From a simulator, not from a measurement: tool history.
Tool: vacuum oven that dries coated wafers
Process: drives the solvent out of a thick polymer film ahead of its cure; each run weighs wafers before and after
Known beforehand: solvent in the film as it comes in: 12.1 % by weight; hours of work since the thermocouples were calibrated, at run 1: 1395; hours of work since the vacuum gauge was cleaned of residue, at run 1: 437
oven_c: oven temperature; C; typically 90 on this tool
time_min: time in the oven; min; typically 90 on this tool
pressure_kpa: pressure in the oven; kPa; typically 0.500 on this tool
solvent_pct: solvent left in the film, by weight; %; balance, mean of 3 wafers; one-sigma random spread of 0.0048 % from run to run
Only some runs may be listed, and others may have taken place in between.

| run | day | oven_c | time_min | pressure_kpa | hours of work since the thermocouples were calibrated | hours of work since the vacuum gauge was cleaned of residue | solvent_pct |
|---|---|---|---|---|---|---|---|
| 1 | 0.000 | 90 | 90 | 0.500 | 1395 | 437 | 0.617 |
| 2 | 0.950 | 90 | 90 | 0.828 | 1411 | 453 | 0.860 |
| 3 | 1.729 | 90 | 90 | 0.828 | 1424 | 466 | 0.862 |
| 4 | 2.575 | 90 | 90 | 0.828 | 1438 | 480 | 0.852 |
| 5 | 3.758 | 90 | 90 | 0.828 | 1458 | 499 | 0.854 |
| 6 | 4.762 | 90 | 90 | 0.500 | 1474 | 516 | 0.617 |
| 7 | 5.592 | 90 | 52 | 0.500 | 1488 | 530 | 1.442 |
| 8 | 6.767 | 90 | 52 | 0.500 | 1508 | 550 | 1.438 |
| 9 | 7.979 | 90 | 52 | 0.500 | 1528 | 570 | 1.431 |
| 10 | 8.504 | 90 | 90 | 0.500 | 1537 | 578 | 0.613 |
|  | 8.683 | oven's thermocouples calibrated |
| 11 | 9.250 | 90 | 90 | 0.500 | 9 | 590 | 0.882 |
| 12 | 9.867 | 90 | 160 | 0.500 | 20 | 600 | 0.503 |
| 13 | 10.542 | 90 | 90 | 0.500 | 31 | 611 | 0.880 |
| 14 | 11.629 | 90 | 90 | 0.790 | 49 | 629 | 1.110 |
| 15 | 12.338 | 90 | 90 | 0.790 | 61 | 641 | 1.098 |
| 16 | 13.600 | 104 | 90 | 0.500 | 82 | 662 | 0.293 |
| 17 | 14.242 | 76 | 90 | 0.500 | 93 | 673 | 3.680 |
| 18 | 15.383 | 90 | 90 | 1.966 | 112 | 692 | 2.018 |
| 19 | 16.262 | 90 | 90 | 1.966 | 126 | 706 | 2.006 |
| 20 | 16.933 | 90 | 90 | 1.966 | 137 | 718 | 2.008 |
| 21 | 17.975 | 90 | 90 | 1.354 | 155 | 735 | 1.536 |
| 22 | 19.238 | 90 | 90 | 0.500 | 176 | 756 | 0.866 |
| 23 | 19.833 | 102 | 90 | 0.500 | 186 | 766 | 0.307 |
| 24 | 20.917 | 102 | 90 | 0.500 | 204 | 784 | 0.322 |
| 25 | 21.979 | 101 | 55 | 1.890 | 222 | 802 | 1.220 |
| 26 | 23.242 | 85 | 135 | 0.635 | 243 | 823 | 1.022 |
| 27 | 23.817 | 75 | 135 | 0.975 | 252 | 832 | 3.197 |
| 28 | 24.917 | 104 | 47 | 1.259 | 271 | 851 | 0.790 |
| 29 | 25.950 | 90 | 90 | 0.320 | 288 | 868 | 0.731 |
| 30 | 27.050 | 90 | 79 | 0.500 | 306 | 886 | 1.036 |
| 31 | 28.221 | 92 | 57 | 0.500 | 326 | 906 | 1.343 |
| 32 | 28.958 | 92 | 57 | 0.500 | 338 | 918 | 1.335 |
| 33 | 29.492 | 90 | 142 | 0.500 | 347 | 927 | 0.553 |
| 34 | 30.438 | 82 | 90 | 1.623 | 363 | 943 | 3.153 |
| 35 | 31.417 | 82 | 90 | 1.623 | 379 | 959 | 3.147 |
| 36 | 31.971 | 94 | 125 | 0.881 | 388 | 968 | 0.715 |
| 37 | 32.962 | 101 | 153 | 0.487 | 405 | 985 | 0.329 |
| 38 | 34.192 | 101 | 153 | 0.487 | 425 | 1005 | 0.328 |
| 39 | 34.979 | 103 | 90 | 0.251 | 438 | 1018 | 0.198 |
| 40 | 35.962 | 85 | 90 | 1.307 | 455 | 1035 | 2.208 |
| 41 | 36.546 | 102 | 90 | 0.500 | 464 | 1044 | 0.332 |
| 42 | 37.367 | 102 | 90 | 0.500 | 478 | 1058 | 0.329 |
| 43 | 38.208 | 92 | 90 | 0.352 | 492 | 1072 | 0.578 |
| 44 | 39.112 | 89 | 119 | 0.352 | 507 | 1087 | 0.575 |
| 45 | 40.358 | 89 | 119 | 0.352 | 528 | 1108 | 0.563 |
| 46 | 40.996 | 87 | 90 | 1.052 | 538 | 1119 | 1.627 |

3 ways to go on from here, each from the tool as it stands after run 46. What would each give?
| A | 42.221 | 90 | 52 | 0.500 | 559 | 1139 | ? |
| B | 42.221 | 84 | 125 | 0.278 | 559 | 1139 | ? |
| C | 42.221 | 90 | 154 | 0.500 | 559 | 1139 | ? |

| run | solvent_pct |
|---|---|
| A | 1.842 |
| B | 0.857 |
| C | 0.553 |
Take away the tool's hidden state, keep each run's random variation, and the runs would have read:
| run | solvent_pct |
|---|---|
| A | 1.979 |
| B | 0.845 |
| C | 0.460 |

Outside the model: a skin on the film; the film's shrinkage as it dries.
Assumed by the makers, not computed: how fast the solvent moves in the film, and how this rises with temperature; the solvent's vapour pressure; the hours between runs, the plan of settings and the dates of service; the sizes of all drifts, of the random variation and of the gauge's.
